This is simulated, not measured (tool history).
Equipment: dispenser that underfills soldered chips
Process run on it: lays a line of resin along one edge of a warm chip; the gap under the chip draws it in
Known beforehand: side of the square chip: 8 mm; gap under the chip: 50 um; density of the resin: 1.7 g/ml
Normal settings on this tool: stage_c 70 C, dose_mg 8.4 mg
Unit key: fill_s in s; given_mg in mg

{"run": 1, "day": 0.0, "stage_c": 70, "dose_mg": 8.4, "fill_s": 92.3, "given_mg": 8.25}
{"day": 0.108, "done": "new syringe of resin"}
{"run": 2, "day": 0.342, "stage_c": 70, "dose_mg": 8.4, "fill_s": 71.4, "given_mg": 8.16}
{"day": 0.621, "done": "new syringe of resin"}
{"run": 3, "day": 0.621, "stage_c": 65, "dose_mg": 8.4, "fill_s": 63.6, "given_mg": 8.21}
{"run": 4, "day": 0.921, "stage_c": 70, "dose_mg": 8.4, "fill_s": 78.9, "given_mg": 8.19}
{"day": 1.125, "done": "new syringe of resin"}
{"run": 5, "day": 1.229, "stage_c": 70, "dose_mg": 8.4, "fill_s": 57, "given_mg": 8.12}
{"day": 1.65, "done": "new syringe of resin"}
{"run": 6, "day": 1.792, "stage_c": 73, "dose_mg": 8.4, "fill_s": 52.5, "given_mg": 8.06}
{"run": 7, "day": 2.129, "stage_c": 73, "dose_mg": 8.4, "fill_s": 90.5, "given_mg": 8.18}
{"day": 2.183, "done": "new syringe of resin"}
{"run": 8, "day": 2.442, "stage_c": 70, "dose_mg": 10.46, "fill_s": 74, "given_mg": 10.15}
{"day": 2.692, "done": "new syringe of resin"}
{"run": 9, "day": 3.0, "stage_c": 70, "dose_mg": 10.46, "fill_s": 77.5, "given_mg": 9.97}
{"day": 3.208, "done": "new syringe of resin"}
{"run": 10, "day": 3.346, "stage_c": 70, "dose_mg": 10.46, "fill_s": 58.1, "given_mg": 10.06}
{"day": 3.721, "done": "new syringe of resin"}
{"run": 11, "day": 3.975, "stage_c": 70, "dose_mg": 8.4, "fill_s": 74.2, "given_mg": 8.01}
{"day": 4.233, "done": "new syringe of resin"}
{"run": 12, "day": 4.429, "stage_c": 70, "dose_mg": 8.4, "fill_s": 68.5, "given_mg": 8}
{"day": 4.767, "done": "new syringe of resin"}
{"run": 13, "day": 4.808, "stage_c": 70, "dose_mg": 8.4, "fill_s": 51.3, "given_mg": 7.91}
{"day": 5.15, "done": "dispensing valve cleaned and set on the balance"}
{"run": 14, "day": 5.2, "stage_c": 70, "dose_mg": 7.95, "fill_s": 94.7, "given_mg": 8.01}
{"day": 5.333, "done": "new syringe of resin"}
{"run": 15, "day": 5.642, "stage_c": 70, "dose_mg": 8.12, "fill_s": 83.4, "given_mg": 8.23}
{"day": 5.833, "done": "new syringe of resin"}
{"run": 16, "day": 5.942, "stage_c": 70, "dose_mg": 8.12, "fill_s": 58.4, "given_mg": 8.07}
{"day": 6.325, "done": "new syringe of resin"}
{"run": 17, "day": 6.538, "stage_c": 70, "dose_mg": 10.74, "fill_s": 68.7, "given_mg": 10.6}
{"day": 6.854, "done": "new syringe of resin"}
{"run": 18, "day": 6.875, "stage_c": 67, "dose_mg": 10.68, "fill_s": 59, "given_mg": 10.58}
{"day": 7.375, "done": "new syringe of resin"}
{"run": 19, "day": 7.396, "stage_c": 59, "dose_mg": 7.8, "fill_s": 96.7, "given_mg": 7.78}
{"day": 7.879, "done": "new syringe of resin"}
{"run": 20, "day": 7.938, "stage_c": 59, "dose_mg": 7.8, "fill_s": 101.9, "given_mg": 7.59}
{"day": 8.404, "done": "new syringe of resin"}
{"run": 21, "day": 8.479, "stage_c": 79, "dose_mg": 8.47, "fill_s": 35.6, "given_mg": 8.31}
{"day": 8.925, "done": "new syringe of resin"}
{"run": 22, "day": 9.062, "stage_c": 79, "dose_mg": 8.47, "fill_s": 39, "given_mg": 8.23}
{"run": 23, "day": 9.35, "stage_c": 79, "dose_mg": 8.47, "fill_s": 64.2, "given_mg": 8.18}
{"day": 9.454, "done": "new syringe of resin"}
{"run": 24, "day": 9.842, "stage_c": 67, "dose_mg": 7.11, "fill_s": 114.9, "given_mg": 6.97}
{"day": 9.95, "done": "new syringe of resin"}
{"run": 25, "day": 10.296, "stage_c": 70, "dose_mg": 8.62, "fill_s": 88.7, "given_mg": 8.26}
{"day": 10.467, "done": "new syringe of resin"}
{"run": 26, "day": 10.654, "stage_c": 79, "dose_mg": 9.85, "fill_s": 41.8, "given_mg": 9.49}
{"day": 10.967, "done": "new syringe of resin"}
{"run": 27, "day": 11.242, "stage_c": 79, "dose_mg": 9.85, "fill_s": 47.5, "given_mg": 9.58}
{"day": 11.462, "done": "new syringe of resin"}
{"run": 28, "day": 11.512, "stage_c": 59, "dose_mg": 9.42, "fill_s": 99.7, "given_mg": 9.1}
{"run": 29, "day": 11.883, "stage_c": 73, "dose_mg": 9.22, "fill_s": 82.5, "given_mg": 8.88}
{"day": 11.983, "done": "new syringe of resin"}
{"run": 30, "day": 12.258, "stage_c": 62, "dose_mg": 10.18, "fill_s": 120.3, "given_mg": 9.59}
{"day": 12.5, "done": "new syringe of resin"}
{"day": 12.688, "done": "dispensing valve cleaned and set on the balance"}
{"run": 31, "day": 12.721, "stage_c": 63, "dose_mg": 8.79, "fill_s": 99.1, "given_mg": 8.67}
{"day": 13.083, "done": "new syringe of resin"}
{"run": 32, "day": 13.283, "stage_c": 62, "dose_mg": 8.4, "fill_s": 110.1, "given_mg": 8.32}
{"day": 13.608, "done": "new syringe of resin"}
{"run": 33, "day": 13.8, "stage_c": 62, "dose_mg": 8.4, "fill_s": 108, "given_mg": 8.38}

Run 34 has not been measured yet. What should we expect?
{"day": 14.133, "done": "new syringe of resin"}
{"run": 34, "day": 14.229, "stage_c": 81, "dose_mg": 9.24, "fill_s": "?", "given_mg": "?"}

fill_s: 32.2 s
given_mg: 9.25 mg
On a tool with no hidden condition, and with the same random variation, this run would have come out at fill_s 25 s, given_mg 9.33 mg.
